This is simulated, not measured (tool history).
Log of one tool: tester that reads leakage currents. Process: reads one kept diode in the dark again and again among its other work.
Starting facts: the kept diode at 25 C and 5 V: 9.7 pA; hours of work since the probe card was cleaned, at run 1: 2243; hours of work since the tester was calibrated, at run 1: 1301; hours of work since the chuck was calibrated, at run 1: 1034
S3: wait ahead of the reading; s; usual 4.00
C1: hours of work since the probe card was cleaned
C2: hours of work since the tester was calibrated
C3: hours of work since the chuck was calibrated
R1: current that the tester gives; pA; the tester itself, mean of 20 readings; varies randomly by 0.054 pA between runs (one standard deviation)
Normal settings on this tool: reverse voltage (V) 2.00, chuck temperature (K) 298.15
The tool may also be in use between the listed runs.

Run 1, hour 0.0: usual settings; C1 2243; C2 1301; C3 1034. Result: R1 6.88 pA.
At hour 53.9: chuck's temperature calibrated.
At hour 76.9: probe card cleaned and baked.
Run 2, hour 123.0: usual settings but reverse voltage (V) 6.64; C1 35; C2 1390; C3 50. Result: R1 10.87 pA.
Run 3, hour 233.5: usual settings but reverse voltage (V) 6.64; C1 118; C2 1473; C3 133. Result: R1 10.86 pA.
Run 4, hour 450.0: usual settings; C1 280; C2 1635; C3 295. Result: R1 6.40 pA.
Run 5, hour 557.1: usual settings but reverse voltage (V) 1.06; C1 360; C2 1715; C3 375. Result: R1 4.87 pA.
Run 6, hour 671.7: usual settings but S3 5.25 s; C1 447; C2 1801; C3 461. Result: R1 6.40 pA.
Run 7, hour 808.8: usual settings but S3 0.40 s; C1 549; C2 1904; C3 564. Result: R1 6.47 pA.
Run 8, hour 953.8: usual settings but S3 6.84 s; C1 658; C2 2013; C3 673. Result: R1 6.26 pA.
Run 9, hour 1116.1: usual settings but S3 6.84 s; C1 780; C2 2135; C3 795. Result: R1 6.32 pA.
Run 10, hour 1287.9: usual settings but reverse voltage (V) 2.71, S3 6.84 s; C1 909; C2 2264; C3 924. Result: R1 7.06 pA.
Run 11, hour 1422.6: usual settings but reverse voltage (V) 1.61; C1 1010; C2 2365; C3 1025. Result: R1 5.61 pA.
At hour 1487.9: chuck's temperature calibrated.
Run 12, hour 1622.3: usual settings but chuck temperature (K) 324.15; C1 1159; C2 2513; C3 101. Result: R1 41.19 pA.
Run 13, hour 1745.8: usual settings but chuck temperature (K) 324.15, S3 0.81 s; C1 1251; C2 2606; C3 194. Result: R1 40.95 pA.
Run 14, hour 1890.9: usual settings but chuck temperature (K) 303.15, S3 0.81 s; C1 1360; C2 2715; C3 302. Result: R1 9.94 pA.
Run 15, hour 2056.4: usual settings; C1 1485; C2 2839; C3 427. Result: R1 6.91 pA.
Run 16, hour 2163.7: usual settings; C1 1565; C2 2920; C3 507. Result: R1 6.94 pA.
Run 17, hour 2302.6: usual settings; C1 1669; C2 3024; C3 612. Result: R1 6.82 pA.
Run 18, hour 2434.9: usual settings; C1 1769; C2 3124; C3 711. Result: R1 6.72 pA.
Run 19, hour 2608.5: usual settings; C1 1899; C2 3254; C3 841. Result: R1 6.74 pA.
At hour 2667.1: tester calibrated.
Run 20, hour 2728.8: usual settings; C1 1988; C2 46; C3 930. Result: R1 6.82 pA.
Run 21, hour 2901.5: usual settings; C1 2117; C2 176; C3 1060. Result: R1 6.74 pA.
At hour 2919.4: chuck's temperature calibrated.
Run 22, hour 3080.6: usual settings; C1 2250; C2 309; C3 121. Result: R1 7.95 pA.
At hour 3144.8: probe card cleaned and baked.
Run 23, hour 3292.8: usual settings but reverse voltage (V) 3.46, chuck temperature (K) 305.15; C1 111; C2 466; C3 278. Result: R1 13.91 pA.
Run 24, hour 3515.0: usual settings but reverse voltage (V) 3.20, chuck temperature (K) 324.15, S3 4.40 s; C1 278; C2 633; C3 445. Result: R1 48.87 pA.
Run 25, hour 3626.9: usual settings but reverse voltage (V) 10.98, chuck temperature (K) 326.15, S3 4.40 s; C1 362; C2 717; C3 529. Result: R1 92.18 pA.
Run 26, hour 3795.8: usual settings but reverse voltage (V) 10.98, chuck temperature (K) 326.15, S3 4.40 s; C1 489; C2 844; C3 656. Result: R1 91.07 pA.
Run 27, hour 3952.0: usual settings but reverse voltage (V) 10.98, chuck temperature (K) 326.15, S3 4.40 s; C1 606; C2 961; C3 773. Result: R1 90.24 pA.
Run 28, hour 4155.6: usual settings but reverse voltage (V) 8.64, chuck temperature (K) 326.15, S3 0.33 s; C1 759; C2 1114; C3 926. Result: R1 81.21 pA.
At hour 4358.0: chuck's temperature calibrated.
Run 29, hour 4363.7: usual settings but reverse voltage (V) 5.15, S3 0.39 s; C1 914; C2 1268; C3 4. Result: R1 11.64 pA.
Run 30, hour 4502.2: usual settings but reverse voltage (V) 17.99, chuck temperature (K) 311.15, S3 0.59 s; C1 1017; C2 1372; C3 108. Result: R1 48.66 pA.
Run 31, hour 4732.6: usual settings but reverse voltage (V) 4.61, chuck temperature (K) 294.15, S3 0.31 s; C1 1190; C2 1545; C3 281. Result: R1 8.76 pA.
Run 32, hour 4868.4: usual settings but reverse voltage (V) 2.53, S3 0.71 s; C1 1292; C2 1647; C3 383. Result: R1 7.90 pA.
Run 33, hour 5098.6: usual settings but reverse voltage (V) 7.71, S3 3.10 s; C1 1465; C2 1820; C3 556. Result: R1 13.90 pA.
Run 34, hour 5294.9: usual settings but reverse voltage (V) 4.34, S3 8.57 s; C1 1613; C2 1967; C3 703. Result: R1 10.14 pA.
Run 35, hour 5411.4: usual settings but reverse voltage (V) 5.93, chuck temperature (K) 312.15, S3 1.05 s; C1 1700; C2 2055; C3 791. Result: R1 29.02 pA.
Run 36, hour 5549.8: usual settings but reverse voltage (V) 5.93, chuck temperature (K) 312.15, S3 1.05 s; C1 1804; C2 2159; C3 895. Result: R1 28.64 pA.
Run 37, hour 5683.9: usual settings but reverse voltage (V) 2.86, chuck temperature (K) 322.15; C1 1905; C2 2259; C3 995. Result: R1 38.43 pA.
At hour 5785.1: chuck's temperature calibrated.
Run 38, hour 5807.8: usual settings but reverse voltage (V) 3.89, chuck temperature (K) 294.15; C1 1996; C2 2351; C3 17. Result: R1 8.52 pA.

Alternative continuations, all from the tool just after run 38; predict every row:
Run A, hour 5926.8: usual settings but reverse voltage (V) 17.80, S3 1.97 s; C1 2085; C2 2440; C3 106. Result: R1 ?.
Run B, hour 5926.8: usual settings but reverse voltage (V) 6.16, chuck temperature (K) 319.15, S3 0.35 s; C1 2085; C2 2440; C3 106. Result: R1 ?.
Run C, hour 5926.8: usual settings but reverse voltage (V) 5.78, S3 0.42 s; C1 2085; C2 2440; C3 106. Result: R1 ?.
Run D, hour 5926.8: usual settings but reverse voltage (V) 3.89, chuck temperature (K) 301.15; C1 2085; C2 2440; C3 106. Result: R1 ?.
Run E, hour 5926.8: usual settings but reverse voltage (V) 2.33, chuck temperature (K) 327.15, S3 3.23 s; C1 2085; C2 2440; C3 106. Result: R1 ?.

run     R1
  A  26.68
  B  51.04
  C  13.89
  D  13.02
  E  54.23
What these runs would have given with no unlogged condition in the tool:
run     R1
  A  17.05
  B  48.93
  C  10.91
  D  11.14
  E  54.46

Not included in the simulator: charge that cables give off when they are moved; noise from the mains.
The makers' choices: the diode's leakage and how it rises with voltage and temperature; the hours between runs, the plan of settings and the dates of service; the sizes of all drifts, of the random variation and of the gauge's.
